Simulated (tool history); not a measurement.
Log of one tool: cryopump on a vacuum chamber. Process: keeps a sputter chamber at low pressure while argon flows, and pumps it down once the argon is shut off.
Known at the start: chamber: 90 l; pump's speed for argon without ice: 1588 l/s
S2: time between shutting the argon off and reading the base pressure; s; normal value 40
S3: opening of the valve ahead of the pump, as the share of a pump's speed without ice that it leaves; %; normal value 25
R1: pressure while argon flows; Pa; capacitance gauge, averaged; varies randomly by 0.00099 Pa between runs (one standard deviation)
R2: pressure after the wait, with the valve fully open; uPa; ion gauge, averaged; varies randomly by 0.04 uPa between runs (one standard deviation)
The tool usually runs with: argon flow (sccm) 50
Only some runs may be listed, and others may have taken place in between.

run 1 day=0.000 | argon_flow_(sccm)=50 S2=40 S3=25 | R1=0.2146 R2=2.94
run 2 day=0.808 | argon_flow_(sccm)=50 S2=40 S3=20 | R1=0.2685 R2=2.94
run 3 day=1.371 | argon_flow_(sccm)=50 S2=40 S3=20 | R1=0.2667 R2=2.93
run 4 day=2.329 | argon_flow_(sccm)=50 S2=40 S3=22 | R1=0.2434 R2=2.93
run 5 day=2.796 | argon_flow_(sccm)=67 S2=40 S3=25 | R1=0.2898 R2=2.94
run 6 day=3.329 | argon_flow_(sccm)=39 S2=40 S3=25 | R1=0.1679 R2=2.96
run 7 day=4.204 | argon_flow_(sccm)=39 S2=40 S3=25 | R1=0.1684 R2=3.05
run 8 day=5.217 | argon_flow_(sccm)=39 S2=40 S3=25 | R1=0.1700 R2=2.93
run 9 day=5.733 | argon_flow_(sccm)=39 S2=40 S3=25 | R1=0.1687 R2=3.00
run 10 day=6.383 | argon_flow_(sccm)=39 S2=40 S3=25 | R1=0.1703 R2=2.95
run 11 day=7.388 | argon_flow_(sccm)=39 S2=40 S3=25 | R1=0.1691 R2=3.08
run 12 day=7.962 | argon_flow_(sccm)=25 S2=29 S3=42 | R1=0.0649 R2=3.80
run 13 day=8.771 | argon_flow_(sccm)=22 S2=127 S3=22 | R1=0.1081 R2=1.57
run 14 day=9.496 | argon_flow_(sccm)=50 S2=26 S3=19 | R1=0.2841 R2=4.16
run 15 day=10.412 | argon_flow_(sccm)=30 S2=26 S3=43 | R1=0.0757 R2=4.24
run 16 day=11.038 | argon_flow_(sccm)=30 S2=26 S3=43 | R1=0.0774 R2=4.18
run 17 day=11.788 | argon_flow_(sccm)=31 S2=26 S3=46 | R1=0.0735 R2=4.21
run 18 day=12.446 | argon_flow_(sccm)=58 S2=152 S3=36 | R1=0.1764 R2=1.43

The same runs without the tool's hidden state, with the same run-to-run variation:
Hidden conditions of the tool in this case: pump's speed, % of a pump's without ice; cold plate's temperature, K; leak into the chamber, uPa l/s; drift of the gauge itself on working_pa, %; drift of the gauge itself on base_upa, %.
run=1 R1=0.2120 R2=2.30
run=2 R1=0.2658 R2=2.31
run=3 R1=0.2640 R2=2.29
run=4 R1=0.2406 R2=2.29
run=5 R1=0.2859 R2=2.30
run=6 R1=0.1656 R2=2.32
run=7 R1=0.1661 R2=2.38
run=8 R1=0.1676 R2=2.29
run=9 R1=0.1662 R2=2.33
run=10 R1=0.1677 R2=2.28
run=11 R1=0.1665 R2=2.40
run=12 R1=0.0632 R2=3.12
run=13 R1=0.1066 R2=0.88
run=14 R1=0.2805 R2=3.47
run=15 R1=0.0734 R2=3.54
run=16 R1=0.0751 R2=3.49
run=17 R1=0.0711 R2=3.51
run=18 R1=0.1719 R2=0.73

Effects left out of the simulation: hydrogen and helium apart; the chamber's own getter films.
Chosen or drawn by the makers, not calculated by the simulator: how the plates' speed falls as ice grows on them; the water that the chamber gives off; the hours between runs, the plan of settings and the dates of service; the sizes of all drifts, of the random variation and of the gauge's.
